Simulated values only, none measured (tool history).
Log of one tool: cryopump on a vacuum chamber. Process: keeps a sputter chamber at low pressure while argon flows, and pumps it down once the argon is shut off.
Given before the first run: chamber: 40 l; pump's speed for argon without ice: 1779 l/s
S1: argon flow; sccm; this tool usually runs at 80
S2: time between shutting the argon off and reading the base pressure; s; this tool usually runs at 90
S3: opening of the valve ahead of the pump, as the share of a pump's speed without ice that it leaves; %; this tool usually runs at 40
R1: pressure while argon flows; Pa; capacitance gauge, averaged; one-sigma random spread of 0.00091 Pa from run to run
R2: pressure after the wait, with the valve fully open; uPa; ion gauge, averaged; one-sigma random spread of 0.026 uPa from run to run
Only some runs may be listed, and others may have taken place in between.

run 1 day=0.000 | S1=80 S2=90 S3=40 | R1=0.2077 R2=1.42
run 2 day=0.667 | S1=80 S2=90 S3=40 | R1=0.2084 R2=1.44
-- day=1.288 pump warmed up, emptied and cooled again
run 3 day=1.358 | S1=80 S2=90 S3=31 | R1=0.2476 R2=1.32
run 4 day=1.754 | S1=80 S2=90 S3=31 | R1=0.2465 R2=1.34
run 5 day=2.075 | S1=80 S2=90 S3=31 | R1=0.2471 R2=1.40
run 6 day=2.617 | S1=80 S2=90 S3=31 | R1=0.2472 R2=1.38
run 7 day=3.012 | S1=80 S2=90 S3=52 | R1=0.1480 R2=1.35
run 8 day=3.450 | S1=80 S2=90 S3=40 | R1=0.1920 R2=1.37
run 9 day=4.025 | S1=80 S2=90 S3=40 | R1=0.1922 R2=1.40
run 10 day=4.312 | S1=80 S2=90 S3=40 | R1=0.1930 R2=1.44
run 11 day=4.654 | S1=80 S2=90 S3=40 | R1=0.1923 R2=1.44
run 12 day=5.296 | S1=80 S2=57 S3=40 | R1=0.1937 R2=1.97
run 13 day=5.700 | S1=80 S2=25 S3=34 | R1=0.2270 R2=3.83
run 14 day=6.212 | S1=36 S2=84 S3=32 | R1=0.1078 R2=1.59
run 15 day=6.908 | S1=116 S2=45 S3=26 | R1=0.4331 R2=2.41
run 16 day=7.521 | S1=116 S2=45 S3=26 | R1=0.4322 R2=2.38
run 17 day=8.200 | S1=33 S2=32 S3=40 | R1=0.0801 R2=3.16
run 18 day=8.496 | S1=76 S2=90 S3=25 | R1=0.2946 R2=1.54
run 19 day=8.967 | S1=80 S2=70 S3=21 | R1=0.3663 R2=1.73

What if the next run were any one of these 3? Each begins from the tool's condition after run 19:
run A day=9.571 | S1=80 S2=70 S3=19 | R1=? R2=?
run B day=9.571 | S1=106 S2=90 S3=40 | R1=? R2=?
run C day=9.571 | S1=80 S2=28 S3=40 | R1=? R2=?

run=A R1=0.4051 R2=1.81
run=B R1=0.2594 R2=1.53
run=C R1=0.1950 R2=3.52
With no hidden state in the tool, these same runs would have given:
run=A R1=0.3995 R2=1.35
run=B R1=0.2520 R2=1.08
run=C R1=0.1894 R2=3.07

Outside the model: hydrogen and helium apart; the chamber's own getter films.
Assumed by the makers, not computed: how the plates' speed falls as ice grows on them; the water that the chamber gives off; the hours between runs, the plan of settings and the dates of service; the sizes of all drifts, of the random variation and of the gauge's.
